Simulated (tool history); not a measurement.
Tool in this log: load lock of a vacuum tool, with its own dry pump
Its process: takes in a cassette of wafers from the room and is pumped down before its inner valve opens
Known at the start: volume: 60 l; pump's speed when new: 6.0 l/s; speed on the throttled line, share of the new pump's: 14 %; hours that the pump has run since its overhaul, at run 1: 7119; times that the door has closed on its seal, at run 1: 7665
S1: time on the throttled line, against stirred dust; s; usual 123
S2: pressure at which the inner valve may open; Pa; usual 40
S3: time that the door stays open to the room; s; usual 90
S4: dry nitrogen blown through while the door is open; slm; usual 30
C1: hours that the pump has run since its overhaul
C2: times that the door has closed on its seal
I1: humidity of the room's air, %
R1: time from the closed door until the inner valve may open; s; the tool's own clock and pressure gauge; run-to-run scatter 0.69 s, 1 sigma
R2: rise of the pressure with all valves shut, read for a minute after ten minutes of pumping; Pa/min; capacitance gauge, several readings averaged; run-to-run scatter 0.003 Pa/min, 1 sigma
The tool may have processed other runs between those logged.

run,hour,S1,S2,S3,S4,C1,C2,I1,R1,R2
1,0,123,40,90,30,7119,7665,46.4,190.1,0.066
2,135.2,123,40,90,30,7254,7975,42.7,190.2,0.06
3,271.6,123,40,90,30,7390,8288,47.6,189.9,0.063
4,370.4,123,40,90,30,7489,8515,46.2,190.8,0.062
5,491.7,123,40,90,30,7610,8793,45,190.5,0.073
6,602.4,123,29,90,30,7721,9047,44.7,193.2,0.067
7,673.2,221,40,90,30,7792,9209,43.3,274.4,0.073
8,763.4,221,40,90,30,7882,9416,42.5,273.6,0.073
9,872.3,221,40,90,30,7991,9666,42.7,273.8,0.077
10,947.7,123,40,26,30,8066,9839,42.9,191.9,0.069
11,1055.4,123,40,26,30,8174,10086,46.5,189.4,0.075
12,1209.4,123,40,26,30,8328,10439,45.6,190.8,0.071
13,1278.3,123,40,26,30,8397,10597,49.9,191.2,0.07
14,1434.7,123,40,224,21,8553,10956,42.4,191.7,0.099
15,1518.9,96,60,90,30,8637,11149,45.8,164,0.09
16,1660.7,96,60,90,36,8779,11474,40.2,163.2,0.083
17,1738.2,68,34,90,8,8857,11652,44.3,146.4,0.103
18,1807,123,60,57,30,8926,11809,45.3,187.1,0.091
19,1899.4,147,49,90,10,9018,12021,43.6,209.5,0.108
20,1982.7,109,60,37,14,9101,12213,45,174.3,0.093

Forecast each of these 3 alternatives for the next run:
A,2089,123,40,90,10,9208,12456,46.5,?,?
B,2089,204,52,90,14,9208,12456,44.7,?,?
C,2089,64,60,37,34,9208,12456,42.2,?,?

run,R1,R2
A,191.7,0.108
B,257.3,0.105
C,136.7,0.091
With the hidden condition removed and each run's random variation left untouched, the same runs would have given:
run,R1,R2
A,184,0.022
B,251.4,0.017
C,128.6,0.005
